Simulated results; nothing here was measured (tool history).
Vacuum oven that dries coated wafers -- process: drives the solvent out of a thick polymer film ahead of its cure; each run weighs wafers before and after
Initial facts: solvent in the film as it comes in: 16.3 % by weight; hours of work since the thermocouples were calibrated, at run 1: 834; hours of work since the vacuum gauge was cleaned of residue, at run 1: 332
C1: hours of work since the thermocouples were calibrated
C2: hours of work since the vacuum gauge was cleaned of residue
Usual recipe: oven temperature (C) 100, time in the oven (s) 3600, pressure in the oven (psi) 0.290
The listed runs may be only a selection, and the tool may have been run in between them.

run 1 hour=0.0 | oven_temperature_(C)=100 time_in_the_oven_(s)=3600 pressure_in_the_oven_(psi)=0.290 | C1=834 C2=332 | solvent_left_in_the_film_(%)=1.94
run 2 hour=29.9 | oven_temperature_(C)=102 time_in_the_oven_(s)=3600 pressure_in_the_oven_(psi)=0.290 | C1=855 C2=352 | solvent_left_in_the_film_(%)=1.62
-- hour=38.8 oven's thermocouples calibrated
run 3 hour=68.8 | oven_temperature_(C)=102 time_in_the_oven_(s)=3600 pressure_in_the_oven_(psi)=0.290 | C1=21 C2=378 | solvent_left_in_the_film_(%)=1.79
run 4 hour=111.8 | oven_temperature_(C)=100 time_in_the_oven_(s)=3600 pressure_in_the_oven_(psi)=1.027 | C1=51 C2=408 | solvent_left_in_the_film_(%)=4.24
run 5 hour=154.6 | oven_temperature_(C)=100 time_in_the_oven_(s)=3600 pressure_in_the_oven_(psi)=1.027 | C1=81 C2=438 | solvent_left_in_the_film_(%)=4.20
run 6 hour=184.3 | oven_temperature_(C)=100 time_in_the_oven_(s)=3960 pressure_in_the_oven_(psi)=0.290 | C1=102 C2=459 | solvent_left_in_the_film_(%)=1.88
run 7 hour=210.4 | oven_temperature_(C)=100 time_in_the_oven_(s)=3960 pressure_in_the_oven_(psi)=0.290 | C1=120 C2=477 | solvent_left_in_the_film_(%)=1.87
run 8 hour=232.1 | oven_temperature_(C)=100 time_in_the_oven_(s)=3960 pressure_in_the_oven_(psi)=0.290 | C1=135 C2=493 | solvent_left_in_the_film_(%)=1.86
run 9 hour=267.8 | oven_temperature_(C)=100 time_in_the_oven_(s)=3960 pressure_in_the_oven_(psi)=0.290 | C1=160 C2=518 | solvent_left_in_the_film_(%)=1.86
run 10 hour=311.8 | oven_temperature_(C)=100 time_in_the_oven_(s)=3600 pressure_in_the_oven_(psi)=0.248 | C1=191 C2=548 | solvent_left_in_the_film_(%)=1.98
run 11 hour=347.0 | oven_temperature_(C)=100 time_in_the_oven_(s)=3600 pressure_in_the_oven_(psi)=0.290 | C1=216 C2=573 | solvent_left_in_the_film_(%)=2.09
run 12 hour=382.1 | oven_temperature_(C)=100 time_in_the_oven_(s)=3600 pressure_in_the_oven_(psi)=0.290 | C1=240 C2=598 | solvent_left_in_the_film_(%)=2.09
run 13 hour=401.8 | oven_temperature_(C)=100 time_in_the_oven_(s)=3600 pressure_in_the_oven_(psi)=0.290 | C1=254 C2=611 | solvent_left_in_the_film_(%)=2.09
run 14 hour=433.7 | oven_temperature_(C)=100 time_in_the_oven_(s)=3600 pressure_in_the_oven_(psi)=0.290 | C1=276 C2=634 | solvent_left_in_the_film_(%)=2.08
run 15 hour=475.1 | oven_temperature_(C)=100 time_in_the_oven_(s)=3600 pressure_in_the_oven_(psi)=0.290 | C1=305 C2=663 | solvent_left_in_the_film_(%)=2.09
run 16 hour=513.7 | oven_temperature_(C)=100 time_in_the_oven_(s)=3600 pressure_in_the_oven_(psi)=0.290 | C1=332 C2=690 | solvent_left_in_the_film_(%)=2.06
run 17 hour=541.7 | oven_temperature_(C)=100 time_in_the_oven_(s)=3600 pressure_in_the_oven_(psi)=0.290 | C1=352 C2=709 | solvent_left_in_the_film_(%)=2.07
run 18 hour=567.4 | oven_temperature_(C)=100 time_in_the_oven_(s)=3600 pressure_in_the_oven_(psi)=0.290 | C1=370 C2=727 | solvent_left_in_the_film_(%)=2.06
run 19 hour=587.6 | oven_temperature_(C)=100 time_in_the_oven_(s)=3600 pressure_in_the_oven_(psi)=0.290 | C1=384 C2=741 | solvent_left_in_the_film_(%)=2.05
run 20 hour=610.7 | oven_temperature_(C)=100 time_in_the_oven_(s)=3600 pressure_in_the_oven_(psi)=0.290 | C1=400 C2=758 | solvent_left_in_the_film_(%)=2.07
run 21 hour=646.3 | oven_temperature_(C)=100 time_in_the_oven_(s)=3600 pressure_in_the_oven_(psi)=0.290 | C1=425 C2=782 | solvent_left_in_the_film_(%)=2.07
run 22 hour=676.1 | oven_temperature_(C)=100 time_in_the_oven_(s)=3600 pressure_in_the_oven_(psi)=0.290 | C1=446 C2=803 | solvent_left_in_the_film_(%)=2.05
run 23 hour=720.5 | oven_temperature_(C)=100 time_in_the_oven_(s)=3600 pressure_in_the_oven_(psi)=0.290 | C1=477 C2=834 | solvent_left_in_the_film_(%)=2.08
run 24 hour=760.0 | oven_temperature_(C)=108 time_in_the_oven_(s)=2820 pressure_in_the_oven_(psi)=0.222 | C1=505 C2=862 | solvent_left_in_the_film_(%)=1.27
run 25 hour=780.0 | oven_temperature_(C)=90 time_in_the_oven_(s)=6300 pressure_in_the_oven_(psi)=0.361 | C1=519 C2=876 | solvent_left_in_the_film_(%)=2.68
run 26 hour=810.6 | oven_temperature_(C)=107 time_in_the_oven_(s)=3120 pressure_in_the_oven_(psi)=0.187 | C1=540 C2=898 | solvent_left_in_the_film_(%)=1.12
run 27 hour=840.1 | oven_temperature_(C)=109 time_in_the_oven_(s)=2340 pressure_in_the_oven_(psi)=0.367 | C1=561 C2=918 | solvent_left_in_the_film_(%)=1.84
run 28 hour=863.8 | oven_temperature_(C)=95 time_in_the_oven_(s)=4560 pressure_in_the_oven_(psi)=0.290 | C1=577 C2=935 | solvent_left_in_the_film_(%)=2.31
run 29 hour=895.5 | oven_temperature_(C)=94 time_in_the_oven_(s)=4560 pressure_in_the_oven_(psi)=0.154 | C1=600 C2=957 | solvent_left_in_the_film_(%)=2.00
run 30 hour=915.0 | oven_temperature_(C)=94 time_in_the_oven_(s)=2820 pressure_in_the_oven_(psi)=1.050 | C1=613 C2=971 | solvent_left_in_the_film_(%)=6.47
run 31 hour=937.0 | oven_temperature_(C)=99 time_in_the_oven_(s)=5280 pressure_in_the_oven_(psi)=0.323 | C1=629 C2=986 | solvent_left_in_the_film_(%)=1.52
run 32 hour=957.9 | oven_temperature_(C)=91 time_in_the_oven_(s)=2100 pressure_in_the_oven_(psi)=0.307 | C1=643 C2=1001 | solvent_left_in_the_film_(%)=6.38
run 33 hour=997.8 | oven_temperature_(C)=91 time_in_the_oven_(s)=2100 pressure_in_the_oven_(psi)=0.307 | C1=671 C2=1029 | solvent_left_in_the_film_(%)=6.33
run 34 hour=1022.5 | oven_temperature_(C)=109 time_in_the_oven_(s)=2100 pressure_in_the_oven_(psi)=0.307 | C1=689 C2=1046 | solvent_left_in_the_film_(%)=2.01
run 35 hour=1058.0 | oven_temperature_(C)=88 time_in_the_oven_(s)=2040 pressure_in_the_oven_(psi)=0.612 | C1=713 C2=1071 | solvent_left_in_the_film_(%)=8.19
run 36 hour=1082.7 | oven_temperature_(C)=97 time_in_the_oven_(s)=3360 pressure_in_the_oven_(psi)=0.244 | C1=731 C2=1088 | solvent_left_in_the_film_(%)=2.64
run 37 hour=1116.4 | oven_temperature_(C)=105 time_in_the_oven_(s)=3600 pressure_in_the_oven_(psi)=0.373 | C1=754 C2=1112 | solvent_left_in_the_film_(%)=1.51
run 38 hour=1160.2 | oven_temperature_(C)=100 time_in_the_oven_(s)=3720 pressure_in_the_oven_(psi)=0.866 | C1=785 C2=1142 | solvent_left_in_the_film_(%)=3.51
run 39 hour=1179.3 | oven_temperature_(C)=100 time_in_the_oven_(s)=3720 pressure_in_the_oven_(psi)=0.866 | C1=798 C2=1156 | solvent_left_in_the_film_(%)=3.52
run 40 hour=1204.0 | oven_temperature_(C)=100 time_in_the_oven_(s)=3300 pressure_in_the_oven_(psi)=0.466 | C1=816 C2=1173 | solvent_left_in_the_film_(%)=2.69

Forecast run 41:
run 41 hour=1229.3 | oven_temperature_(C)=99 time_in_the_oven_(s)=4320 pressure_in_the_oven_(psi)=0.641 | C1=833 C2=1191 | solvent_left_in_the_film_(%)=?

Run 41 yielded solvent left in the film (%) 2.75.
The same run, on a tool lacking any hidden state, would have yielded solvent left in the film (%) 2.80.
